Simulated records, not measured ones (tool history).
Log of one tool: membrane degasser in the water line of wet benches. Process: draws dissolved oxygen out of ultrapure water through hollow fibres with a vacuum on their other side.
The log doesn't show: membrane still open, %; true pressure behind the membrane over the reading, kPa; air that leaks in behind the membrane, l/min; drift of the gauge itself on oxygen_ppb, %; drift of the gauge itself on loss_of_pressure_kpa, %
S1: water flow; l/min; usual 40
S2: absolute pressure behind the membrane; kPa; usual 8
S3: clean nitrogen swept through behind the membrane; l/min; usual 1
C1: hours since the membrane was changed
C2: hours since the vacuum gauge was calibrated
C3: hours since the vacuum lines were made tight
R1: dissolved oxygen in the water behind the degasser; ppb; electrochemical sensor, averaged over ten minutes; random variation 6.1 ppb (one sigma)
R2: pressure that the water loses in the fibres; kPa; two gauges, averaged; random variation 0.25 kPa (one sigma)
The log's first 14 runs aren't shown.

| run | hour | S1 | S2 | S3 | C1 | C2 | C3 | R1 | R2 |
|---|---|---|---|---|---|---|---|---|---|
| 15 | 694.3 | 33 | 8 | 1 | 2326 | 3571 | 7307 | 481 | 55.37 |
| 16 | 744.9 | 29 | 8 | 1 | 2376 | 3622 | 7358 | 411.2 | 47.91 |
| 17 | 775.5 | 44 | 10.46 | 1.08 | 2407 | 3652 | 7389 | 846.9 | 72.77 |
| 18 | 815.2 | 44 | 10.46 | 1.08 | 2447 | 3692 | 7428 | 850.9 | 72.82 |
| 19 | 878.8 | 40 | 11.41 | 2.4 | 2510 | 3755 | 7492 | 554.3 | 66.08 |
| 20 | 938.2 | 40 | 11.41 | 2.4 | 2569 | 3815 | 7551 | 560.1 | 66.63 |
|  | 942.4 | vacuum gauge calibrated |
| 21 | 998.5 | 40 | 19.67 | 1 | 2629 | 56 | 7611 | 1364.2 | 66.74 |
| 22 | 1034.4 | 40 | 19.67 | 1 | 2665 | 92 | 7647 | 1387.1 | 66.61 |
| 23 | 1070 | 40 | 19.67 | 1 | 2701 | 128 | 7683 | 1351.7 | 66.34 |
|  | 1092.4 | vacuum gauge calibrated, once more |
| 24 | 1115 | 26 | 17.27 | 1.09 | 2745 | 23 | 7727 | 760.7 | 43.02 |
| 25 | 1181.6 | 46 | 17.84 | 0.49 | 2812 | 89 | 7794 | 2032.3 | 76.48 |
| 26 | 1232.7 | 46 | 17.84 | 0.49 | 2863 | 140 | 7845 | 2034.6 | 76.16 |
| 27 | 1264 | 40 | 8 | 2.03 | 2894 | 172 | 7876 | 465.8 | 66.73 |
| 28 | 1329.9 | 52 | 9.54 | 2.45 | 2960 | 238 | 7942 | 715.5 | 86.45 |
| 29 | 1378.6 | 52 | 9.54 | 2.45 | 3009 | 286 | 7991 | 712.5 | 86.19 |
| 30 | 1408.2 | 52 | 9.54 | 2.45 | 3038 | 316 | 8020 | 707.8 | 86.3 |
| 31 | 1450.3 | 47 | 8.84 | 2.45 | 3081 | 358 | 8062 | 605 | 77.81 |

Forecast each of these 3 alternatives for the next run:
| A | 1513.9 | 27 | 4.94 | 2.45 | 3144 | 422 | 8126 | ? | ? |
| B | 1513.9 | 40 | 8.14 | 1 | 3144 | 422 | 8126 | ? | ? |
| C | 1513.9 | 47 | 8.24 | 0.67 | 3144 | 422 | 8126 | ? | ? |

| run | R1 | R2 |
|---|---|---|
| A | 151.8 | 44.82 |
| B | 629.6 | 66.8 |
| C | 913.2 | 78.22 |
Without the tool's hidden state the same runs would have given:
| run | R1 | R2 |
|---|---|---|
| A | 141.4 | 43.9 |
| B | 611.4 | 65.42 |
| C | 895.9 | 76.6 |
